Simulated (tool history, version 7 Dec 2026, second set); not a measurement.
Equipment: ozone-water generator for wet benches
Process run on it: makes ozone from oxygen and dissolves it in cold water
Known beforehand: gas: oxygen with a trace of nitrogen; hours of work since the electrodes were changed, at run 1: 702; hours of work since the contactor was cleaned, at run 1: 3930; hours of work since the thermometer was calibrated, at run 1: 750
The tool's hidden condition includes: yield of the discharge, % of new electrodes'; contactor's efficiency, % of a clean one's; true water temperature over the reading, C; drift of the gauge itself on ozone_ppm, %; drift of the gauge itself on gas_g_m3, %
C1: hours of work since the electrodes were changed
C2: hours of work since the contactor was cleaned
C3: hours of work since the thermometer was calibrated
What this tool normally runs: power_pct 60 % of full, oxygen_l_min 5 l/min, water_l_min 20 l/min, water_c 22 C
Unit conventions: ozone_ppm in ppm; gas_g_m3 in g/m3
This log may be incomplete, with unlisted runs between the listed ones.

{"run": 1, "day": 0.0, "power_pct": 60, "oxygen_l_min": 5, "water_l_min": 20, "water_c": 22, "C1": 702, "C2": 3930, "C3": 750, "ozone_ppm": 26.8, "gas_g_m3": 243}
{"run": 2, "day": 1.596, "power_pct": 60, "oxygen_l_min": 7.98, "water_l_min": 20, "water_c": 22, "C1": 727, "C2": 3955, "C3": 775, "ozone_ppm": 29.9, "gas_g_m3": 210}
{"run": 3, "day": 3.217, "power_pct": 60, "oxygen_l_min": 7.98, "water_l_min": 20, "water_c": 22, "C1": 752, "C2": 3980, "C3": 800, "ozone_ppm": 29.3, "gas_g_m3": 210.5}
{"run": 4, "day": 4.433, "power_pct": 60, "oxygen_l_min": 7.98, "water_l_min": 20, "water_c": 22, "C1": 771, "C2": 3999, "C3": 819, "ozone_ppm": 29.5, "gas_g_m3": 208.9}
{"run": 5, "day": 5.488, "power_pct": 60, "oxygen_l_min": 5, "water_l_min": 20, "water_c": 22, "C1": 788, "C2": 4016, "C3": 835, "ozone_ppm": 27, "gas_g_m3": 242.5}
{"run": 6, "day": 6.838, "power_pct": 60, "oxygen_l_min": 5, "water_l_min": 20, "water_c": 22, "C1": 809, "C2": 4036, "C3": 856, "ozone_ppm": 27.4, "gas_g_m3": 241.2}
{"run": 7, "day": 8.75, "power_pct": 60, "oxygen_l_min": 5, "water_l_min": 20, "water_c": 21, "C1": 838, "C2": 4066, "C3": 886, "ozone_ppm": 28, "gas_g_m3": 241}
{"run": 8, "day": 10.1, "power_pct": 60, "oxygen_l_min": 5, "water_l_min": 20, "water_c": 22, "C1": 859, "C2": 4087, "C3": 907, "ozone_ppm": 27.5, "gas_g_m3": 241.9}
{"run": 9, "day": 12.192, "power_pct": 60, "oxygen_l_min": 5, "water_l_min": 24, "water_c": 22, "C1": 892, "C2": 4120, "C3": 939, "ozone_ppm": 23.8, "gas_g_m3": 244}
{"run": 10, "day": 13.292, "power_pct": 60, "oxygen_l_min": 5, "water_l_min": 20, "water_c": 22, "C1": 909, "C2": 4137, "C3": 956, "ozone_ppm": 26.8, "gas_g_m3": 240.9}
{"run": 11, "day": 14.654, "power_pct": 60, "oxygen_l_min": 5, "water_l_min": 20, "water_c": 22, "C1": 930, "C2": 4158, "C3": 977, "ozone_ppm": 27.4, "gas_g_m3": 242.8}
{"run": 12, "day": 16.458, "power_pct": 60, "oxygen_l_min": 5, "water_l_min": 20, "water_c": 22, "C1": 958, "C2": 4186, "C3": 1005, "ozone_ppm": 27.4, "gas_g_m3": 240.7}
{"run": 13, "day": 18.442, "power_pct": 60, "oxygen_l_min": 5, "water_l_min": 20, "water_c": 22, "C1": 989, "C2": 4217, "C3": 1036, "ozone_ppm": 27, "gas_g_m3": 241.6}
{"run": 14, "day": 19.717, "power_pct": 60, "oxygen_l_min": 5, "water_l_min": 20, "water_c": 22, "C1": 1008, "C2": 4236, "C3": 1056, "ozone_ppm": 27.5, "gas_g_m3": 241.5}
{"run": 15, "day": 21.696, "power_pct": 60, "oxygen_l_min": 5, "water_l_min": 20, "water_c": 22, "C1": 1039, "C2": 4267, "C3": 1087, "ozone_ppm": 27.3, "gas_g_m3": 241.3}
{"run": 16, "day": 23.129, "power_pct": 60, "oxygen_l_min": 5, "water_l_min": 20, "water_c": 22, "C1": 1061, "C2": 4289, "C3": 1109, "ozone_ppm": 27.2, "gas_g_m3": 243.1}
{"run": 17, "day": 25.358, "power_pct": 60, "oxygen_l_min": 5, "water_l_min": 20, "water_c": 22, "C1": 1096, "C2": 4324, "C3": 1143, "ozone_ppm": 27.3, "gas_g_m3": 241.9}
{"run": 18, "day": 26.8, "power_pct": 60, "oxygen_l_min": 3.23, "water_l_min": 20, "water_c": 22, "C1": 1118, "C2": 4346, "C3": 1166, "ozone_ppm": 24.2, "gas_g_m3": 277.2}
{"run": 19, "day": 28.154, "power_pct": 60, "oxygen_l_min": 8.15, "water_l_min": 21, "water_c": 22, "C1": 1139, "C2": 4367, "C3": 1187, "ozone_ppm": 29, "gas_g_m3": 208.4}
{"run": 20, "day": 29.571, "power_pct": 60, "oxygen_l_min": 5, "water_l_min": 20, "water_c": 16, "C1": 1161, "C2": 4389, "C3": 1209, "ozone_ppm": 29.7, "gas_g_m3": 244}
{"run": 21, "day": 30.696, "power_pct": 60, "oxygen_l_min": 5, "water_l_min": 20, "water_c": 16, "C1": 1179, "C2": 4407, "C3": 1226, "ozone_ppm": 30.1, "gas_g_m3": 242.5}
{"run": 22, "day": 31.638, "power_pct": 60, "oxygen_l_min": 5, "water_l_min": 20, "water_c": 16, "C1": 1193, "C2": 4421, "C3": 1241, "ozone_ppm": 29.7, "gas_g_m3": 242.5}
{"run": 23, "day": 33.908, "power_pct": 89, "oxygen_l_min": 5, "water_l_min": 20, "water_c": 22, "C1": 1229, "C2": 4457, "C3": 1276, "ozone_ppm": 39.5, "gas_g_m3": 346.6}
{"day": 35.458, "done": "contactor cleaned"}
{"run": 24, "day": 35.921, "power_pct": 89, "oxygen_l_min": 5, "water_l_min": 24, "water_c": 22, "C1": 1257, "C2": 7, "C3": 1305, "ozone_ppm": 35, "gas_g_m3": 350.5}
{"run": 25, "day": 37.571, "power_pct": 98, "oxygen_l_min": 2.89, "water_l_min": 24, "water_c": 22, "C1": 1283, "C2": 33, "C3": 1330, "ozone_ppm": 31.6, "gas_g_m3": 448.8}
{"run": 26, "day": 38.896, "power_pct": 83, "oxygen_l_min": 5, "water_l_min": 20, "water_c": 22, "C1": 1304, "C2": 53, "C3": 1351, "ozone_ppm": 37.2, "gas_g_m3": 326.4}
{"run": 27, "day": 40.079, "power_pct": 62, "oxygen_l_min": 5, "water_l_min": 19, "water_c": 22, "C1": 1322, "C2": 72, "C3": 1369, "ozone_ppm": 28.9, "gas_g_m3": 247.6}
{"run": 28, "day": 42.342, "power_pct": 62, "oxygen_l_min": 4.24, "water_l_min": 25, "water_c": 14, "C1": 1357, "C2": 107, "C3": 1404, "ozone_ppm": 25.1, "gas_g_m3": 263.4}
{"run": 29, "day": 43.65, "power_pct": 60, "oxygen_l_min": 4.85, "water_l_min": 20, "water_c": 22, "C1": 1377, "C2": 127, "C3": 1425, "ozone_ppm": 26.9, "gas_g_m3": 244.5}
{"run": 30, "day": 44.7, "power_pct": 93, "oxygen_l_min": 5.58, "water_l_min": 29, "water_c": 22, "C1": 1394, "C2": 143, "C3": 1441, "ozone_ppm": 32.6, "gas_g_m3": 348.5}
{"run": 31, "day": 45.725, "power_pct": 49, "oxygen_l_min": 5, "water_l_min": 20, "water_c": 22, "C1": 1410, "C2": 159, "C3": 1457, "ozone_ppm": 22.7, "gas_g_m3": 200.6}
{"run": 32, "day": 46.725, "power_pct": 49, "oxygen_l_min": 5, "water_l_min": 20, "water_c": 22, "C1": 1425, "C2": 175, "C3": 1472, "ozone_ppm": 22.8, "gas_g_m3": 201.5}
{"run": 33, "day": 48.946, "power_pct": 49, "oxygen_l_min": 3.12, "water_l_min": 23, "water_c": 24, "C1": 1459, "C2": 209, "C3": 1507, "ozone_ppm": 17.5, "gas_g_m3": 234.2}

Branching from run 33: 3 alternative next runs. What would each branch give?
{"run": "A", "day": 50.658, "power_pct": 66, "oxygen_l_min": 4.66, "water_l_min": 13, "water_c": 22, "C1": 1486, "C2": 236, "C3": 1533, "ozone_ppm": "?", "gas_g_m3": "?"}
{"run": "B", "day": 50.658, "power_pct": 56, "oxygen_l_min": 3.12, "water_l_min": 23, "water_c": 24, "C1": 1486, "C2": 236, "C3": 1533, "ozone_ppm": "?", "gas_g_m3": "?"}
{"run": "C", "day": 50.658, "power_pct": 60, "oxygen_l_min": 6.4, "water_l_min": 16, "water_c": 27, "C1": 1486, "C2": 236, "C3": 1533, "ozone_ppm": "?", "gas_g_m3": "?"}

run=A ozone_ppm=37.6 gas_g_m3=269.8
run=B ozone_ppm=19.7 gas_g_m3=261.7
run=C ozone_ppm=29.4 gas_g_m3=224.5
With the hidden condition removed and each run's random variation left untouched, the same runs would have given:
run=A ozone_ppm=37.6 gas_g_m3=269.9
run=B ozone_ppm=19.8 gas_g_m3=261.8
run=C ozone_ppm=29.4 gas_g_m3=224.6

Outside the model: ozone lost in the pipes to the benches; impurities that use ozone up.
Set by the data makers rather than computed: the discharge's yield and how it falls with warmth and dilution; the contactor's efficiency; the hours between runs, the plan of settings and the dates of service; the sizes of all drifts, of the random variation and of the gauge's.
